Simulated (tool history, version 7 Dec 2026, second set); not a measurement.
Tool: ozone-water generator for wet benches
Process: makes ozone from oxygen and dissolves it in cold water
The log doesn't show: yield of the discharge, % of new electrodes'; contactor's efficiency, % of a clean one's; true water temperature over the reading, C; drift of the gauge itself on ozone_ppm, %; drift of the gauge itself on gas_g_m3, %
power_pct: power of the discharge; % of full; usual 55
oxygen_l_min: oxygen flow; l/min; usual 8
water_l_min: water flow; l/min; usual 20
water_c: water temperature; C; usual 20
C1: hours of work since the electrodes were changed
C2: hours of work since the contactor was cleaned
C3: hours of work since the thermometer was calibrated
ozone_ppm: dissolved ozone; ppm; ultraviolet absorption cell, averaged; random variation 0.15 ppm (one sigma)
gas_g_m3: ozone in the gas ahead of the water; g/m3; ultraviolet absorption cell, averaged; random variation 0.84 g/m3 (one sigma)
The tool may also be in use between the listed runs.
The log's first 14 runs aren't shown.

Run 15, hour 2294.1: usual settings; C1 4863; C2 1373; C3 249. Result: ozone_ppm 15.7 ppm, gas_g_m3 120.7 g/m3.
Run 16, hour 2476.9: usual settings; C1 4993; C2 1503; C3 379. Result: ozone_ppm 15.7 ppm, gas_g_m3 120.4 g/m3.
Run 17, hour 2576.2: usual settings but power_pct 46 % of full, oxygen_l_min 5.54 l/min, water_l_min 18 l/min; C1 5063; C2 1573; C3 449. Result: ozone_ppm 15.7 ppm, gas_g_m3 132.2 g/m3.
Run 18, hour 2689: usual settings but power_pct 46 % of full, oxygen_l_min 10.73 l/min, water_l_min 17 l/min, water_c 14 C; C1 5143; C2 1654; C3 529. Result: ozone_ppm 15.9 ppm, gas_g_m3 86.9 g/m3.
Run 19, hour 2876.9: usual settings but power_pct 46 % of full, oxygen_l_min 10.73 l/min, water_l_min 17 l/min, water_c 14 C; C1 5277; C2 1787; C3 663. Result: ozone_ppm 15.6 ppm, gas_g_m3 86.7 g/m3.
Run 20, hour 2973.9: usual settings but power_pct 96 % of full, oxygen_l_min 11.21 l/min, water_c 14 C; C1 5346; C2 1856; C3 732. Result: ozone_ppm 24.1 ppm, gas_g_m3 145.6 g/m3.
Run 21, hour 3084.5: usual settings but power_pct 96 % of full, oxygen_l_min 11.21 l/min, water_c 14 C; C1 5424; C2 1934; C3 810. Result: ozone_ppm 24.2 ppm, gas_g_m3 145.1 g/m3.
Run 22, hour 3302.3: usual settings but power_pct 96 % of full, oxygen_l_min 11.21 l/min, water_c 14 C; C1 5579; C2 2089; C3 965. Result: ozone_ppm 24.1 ppm, gas_g_m3 143.5 g/m3.
Run 23, hour 3412.6: usual settings but power_pct 96 % of full, oxygen_l_min 11.21 l/min, water_c 14 C; C1 5657; C2 2167; C3 1043. Result: ozone_ppm 23.8 ppm, gas_g_m3 144.4 g/m3.
Run 24, hour 3558.7: usual settings but power_pct 96 % of full, oxygen_l_min 10.19 l/min, water_c 14 C; C1 5761; C2 2271; C3 1147. Result: ozone_ppm 24.2 ppm, gas_g_m3 154.3 g/m3.
Run 25, hour 3693: usual settings but power_pct 58 % of full, water_l_min 13 l/min; C1 5856; C2 2366; C3 1242. Result: ozone_ppm 20.1 ppm, gas_g_m3 122.5 g/m3.
Run 26, hour 3858.9: usual settings but power_pct 58 % of full, water_l_min 13 l/min; C1 5974; C2 2484; C3 1360. Result: ozone_ppm 19.9 ppm, gas_g_m3 122.3 g/m3.
Run 27, hour 3962.8: usual settings but power_pct 58 % of full, water_l_min 13 l/min; C1 6048; C2 2558; C3 1434. Result: ozone_ppm 20 ppm, gas_g_m3 123.7 g/m3.
Run 28, hour 4091.3: usual settings but power_pct 58 % of full, water_l_min 13 l/min; C1 6139; C2 2649; C3 1525. Result: ozone_ppm 19.9 ppm, gas_g_m3 122.8 g/m3.
Run 29, hour 4222.1: usual settings but power_pct 58 % of full, water_l_min 13 l/min, water_c 18 C; C1 6232; C2 2742; C3 1618. Result: ozone_ppm 20.9 ppm, gas_g_m3 120.5 g/m3.
Run 30, hour 4346.4: usual settings but power_pct 81 % of full, water_l_min 16 l/min, water_c 18 C; C1 6320; C2 2830; C3 1706. Result: ozone_ppm 23.6 ppm, gas_g_m3 155.5 g/m3.
Run 31, hour 4486.9: usual settings but power_pct 52 % of full, oxygen_l_min 4.55 l/min, water_l_min 19 l/min; C1 6420; C2 2930; C3 1806. Result: ozone_ppm 16.6 ppm, gas_g_m3 161.3 g/m3.
Run 32, hour 4638.7: usual settings but power_pct 52 % of full, oxygen_l_min 4.55 l/min, water_l_min 19 l/min; C1 6528; C2 3038; C3 1914. Result: ozone_ppm 16.2 ppm, gas_g_m3 160.8 g/m3.

Forecast each of these 3 alternatives for the next run:
Run A, hour 4736.3: usual settings but power_pct 46 % of full, oxygen_l_min 4.55 l/min, water_l_min 19 l/min, water_c 15 C; C1 6597; C2 3107; C3 1983. Result: ozone_ppm ?, gas_g_m3 ?.
Run B, hour 4736.3: usual settings but power_pct 52 % of full, oxygen_l_min 4.29 l/min, water_l_min 19 l/min, water_c 13 C; C1 6597; C2 3107; C3 1983. Result: ozone_ppm ?, gas_g_m3 ?.
Run C, hour 4736.3: usual settings but power_pct 54 % of full, oxygen_l_min 4.55 l/min, water_l_min 19 l/min, water_c 13 C; C1 6597; C2 3107; C3 1983. Result: ozone_ppm ?, gas_g_m3 ?.

run  ozone_ppm  gas_g_m3
  A       15.8     147.1
  B       17.8     165.1
  C       17.8     165.4
Without the tool's hidden state the same runs would have given:
run  ozone_ppm  gas_g_m3
  A       18.2     166.4
  B       20.8       190
  C         21     191.3
